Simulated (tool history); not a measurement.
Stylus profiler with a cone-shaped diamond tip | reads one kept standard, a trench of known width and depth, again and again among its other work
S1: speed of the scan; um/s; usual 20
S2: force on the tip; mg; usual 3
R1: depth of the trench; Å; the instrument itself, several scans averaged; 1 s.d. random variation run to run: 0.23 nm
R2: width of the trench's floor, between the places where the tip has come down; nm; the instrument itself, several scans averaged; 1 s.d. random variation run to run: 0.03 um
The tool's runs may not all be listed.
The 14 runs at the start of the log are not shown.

run   hour  S1    S2       R1     R2
 15  192.3  12     3  10078.1  43940
 16  200.4  12     3  10079.5  43980
 17  208.5  12     3  10077.9  43920
 18  217.6  20     3  10081.8  43930
 19  235.3  20  1.51  10047.9  43920
 20  248.8  20  1.51  10051.3  43960
 21  264.7  20  1.51  10053.4  43970
 22  282.9  20     3  10076.7  43930
 23  297.9  20  1.05  10039.5  43910
 24  316.6  20  1.05    10041  43940
 25  332.1  61  1.38  10047.3  43770
 26  342.2  12  2.63  10069.7  43970
 27  358.7  12  2.63  10071.4  43960
 28  373.4  14  2.32  10066.9  43950
 29  392.4  14  2.32  10064.9  43970
 30    405  14  1.97  10056.4  44000
 31  416.4  14  1.97  10058.7  43950
 32    434  14  1.97  10059.5  43940
 33  451.6  14  1.97  10056.6  43990
 34  465.8  33  1.97  10058.2  43930
 35  480.8  19  5.89  10121.4  44020
 36  493.8  19  5.89  10123.3  43990
 37  506.2  19  1.41  10048.2  43970
 38  518.5  14  2.21    10059  43960
 39  533.3  14  2.21  10064.7  43950

What does the tool deliver on the next run?
 40  544.7  14  2.21   ?   ?

Run 40 yielded R1 10063.6 Å, R2 43920 nm.
With no hidden state in the tool, this same run would have given R1 10063.4 Å, R2 43930 nm.
